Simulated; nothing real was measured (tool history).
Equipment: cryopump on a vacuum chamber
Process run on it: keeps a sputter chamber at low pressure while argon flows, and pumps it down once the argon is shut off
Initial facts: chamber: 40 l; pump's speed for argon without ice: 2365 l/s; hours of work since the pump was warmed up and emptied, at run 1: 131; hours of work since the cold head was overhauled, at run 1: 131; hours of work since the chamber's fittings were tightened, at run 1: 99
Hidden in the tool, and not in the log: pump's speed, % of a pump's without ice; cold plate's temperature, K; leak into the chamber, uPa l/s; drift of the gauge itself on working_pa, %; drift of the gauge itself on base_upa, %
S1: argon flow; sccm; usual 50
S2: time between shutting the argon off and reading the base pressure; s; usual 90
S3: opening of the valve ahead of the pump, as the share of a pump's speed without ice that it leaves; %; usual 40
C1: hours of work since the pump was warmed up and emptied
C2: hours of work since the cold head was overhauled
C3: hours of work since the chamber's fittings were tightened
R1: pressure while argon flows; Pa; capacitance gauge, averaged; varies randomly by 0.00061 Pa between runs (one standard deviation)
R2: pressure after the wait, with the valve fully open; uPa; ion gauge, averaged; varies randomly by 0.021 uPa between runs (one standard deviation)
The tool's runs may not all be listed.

{"run": 1, "day": 0.0, "S1": 50, "S2": 90, "S3": 40, "C1": 131, "C2": 131, "C3": 99, "R1": 0.0898, "R2": 0.49}
{"run": 2, "day": 0.788, "S1": 50, "S2": 90, "S3": 40, "C1": 143, "C2": 143, "C3": 111, "R1": 0.0908, "R2": 0.49}
{"run": 3, "day": 1.788, "S1": 29, "S2": 90, "S3": 40, "C1": 159, "C2": 159, "C3": 126, "R1": 0.0528, "R2": 0.47}
{"run": 4, "day": 2.308, "S1": 29, "S2": 90, "S3": 40, "C1": 167, "C2": 167, "C3": 134, "R1": 0.0528, "R2": 0.54}
{"run": 5, "day": 3.296, "S1": 29, "S2": 90, "S3": 40, "C1": 182, "C2": 182, "C3": 150, "R1": 0.0534, "R2": 0.52}
{"run": 6, "day": 4.079, "S1": 50, "S2": 90, "S3": 40, "C1": 194, "C2": 194, "C3": 162, "R1": 0.0917, "R2": 0.54}
{"run": 7, "day": 4.658, "S1": 50, "S2": 90, "S3": 40, "C1": 203, "C2": 203, "C3": 170, "R1": 0.0913, "R2": 0.54}
{"run": 8, "day": 5.408, "S1": 50, "S2": 103, "S3": 40, "C1": 214, "C2": 214, "C3": 182, "R1": 0.09, "R2": 0.52}
{"run": 9, "day": 5.846, "S1": 50, "S2": 103, "S3": 40, "C1": 221, "C2": 221, "C3": 189, "R1": 0.0912, "R2": 0.52}
{"run": 10, "day": 6.342, "S1": 50, "S2": 103, "S3": 40, "C1": 228, "C2": 228, "C3": 196, "R1": 0.0921, "R2": 0.51}
{"run": 11, "day": 7.142, "S1": 50, "S2": 26, "S3": 40, "C1": 241, "C2": 241, "C3": 209, "R1": 0.0912, "R2": 1.36}
{"run": 12, "day": 7.812, "S1": 50, "S2": 26, "S3": 40, "C1": 251, "C2": 251, "C3": 219, "R1": 0.0914, "R2": 1.35}
{"run": 13, "day": 8.304, "S1": 50, "S2": 26, "S3": 40, "C1": 258, "C2": 258, "C3": 226, "R1": 0.0905, "R2": 1.36}
{"run": 14, "day": 8.862, "S1": 50, "S2": 90, "S3": 40, "C1": 267, "C2": 267, "C3": 235, "R1": 0.0923, "R2": 0.55}
{"run": 15, "day": 9.471, "S1": 50, "S2": 90, "S3": 40, "C1": 276, "C2": 276, "C3": 244, "R1": 0.0914, "R2": 0.58}
{"run": 16, "day": 10.467, "S1": 50, "S2": 90, "S3": 40, "C1": 292, "C2": 292, "C3": 259, "R1": 0.092, "R2": 0.57}
{"run": 17, "day": 11.425, "S1": 50, "S2": 90, "S3": 40, "C1": 306, "C2": 306, "C3": 274, "R1": 0.0921, "R2": 0.55}
{"run": 18, "day": 11.996, "S1": 50, "S2": 90, "S3": 40, "C1": 315, "C2": 315, "C3": 283, "R1": 0.091, "R2": 0.62}
{"run": 19, "day": 12.621, "S1": 50, "S2": 90, "S3": 40, "C1": 325, "C2": 325, "C3": 292, "R1": 0.0932, "R2": 0.6}
{"run": 20, "day": 13.171, "S1": 50, "S2": 90, "S3": 40, "C1": 333, "C2": 333, "C3": 301, "R1": 0.0936, "R2": 0.59}
{"run": 21, "day": 13.608, "S1": 50, "S2": 90, "S3": 40, "C1": 340, "C2": 340, "C3": 308, "R1": 0.0927, "R2": 0.61}
{"run": 22, "day": 14.346, "S1": 24, "S2": 52, "S3": 27, "C1": 351, "C2": 351, "C3": 319, "R1": 0.0646, "R2": 0.85}
{"run": 23, "day": 15.108, "S1": 54, "S2": 51, "S3": 20, "C1": 363, "C2": 363, "C3": 331, "R1": 0.1961, "R2": 0.86}
{"run": 24, "day": 15.729, "S1": 51, "S2": 40, "S3": 49, "C1": 372, "C2": 372, "C3": 340, "R1": 0.0774, "R2": 1.06}
{"run": 25, "day": 16.5, "S1": 51, "S2": 40, "S3": 49, "C1": 384, "C2": 384, "C3": 352, "R1": 0.0768, "R2": 1.04}
{"run": 26, "day": 17.296, "S1": 93, "S2": 178, "S3": 35, "C1": 396, "C2": 396, "C3": 364, "R1": 0.1948, "R2": 0.47}
{"run": 27, "day": 18.096, "S1": 37, "S2": 130, "S3": 18, "C1": 408, "C2": 408, "C3": 376, "R1": 0.1496, "R2": 0.55}
{"run": 28, "day": 19.117, "S1": 45, "S2": 150, "S3": 39, "C1": 424, "C2": 424, "C3": 392, "R1": 0.0851, "R2": 0.5}
{"run": 29, "day": 20.133, "S1": 45, "S2": 28, "S3": 18, "C1": 440, "C2": 440, "C3": 408, "R1": 0.1832, "R2": 1.35}
{"run": 30, "day": 21.167, "S1": 62, "S2": 53, "S3": 37, "C1": 456, "C2": 456, "C3": 424, "R1": 0.1235, "R2": 0.83}
{"run": 31, "day": 21.671, "S1": 62, "S2": 53, "S3": 37, "C1": 463, "C2": 463, "C3": 431, "R1": 0.1243, "R2": 0.88}
{"run": 32, "day": 22.571, "S1": 62, "S2": 53, "S3": 37, "C1": 477, "C2": 477, "C3": 445, "R1": 0.1267, "R2": 0.9}

What does the tool deliver on the next run?
{"run": 33, "day": 23.129, "S1": 23, "S2": 199, "S3": 26, "C1": 486, "C2": 486, "C3": 454, "R1": "?", "R2": "?"}

Run 33 yielded R1 0.0644 Pa, R2 0.49 uPa.
Minus the tool's unlogged condition, the same run would have read R1 0.0625 Pa, R2 0.27 uPa.
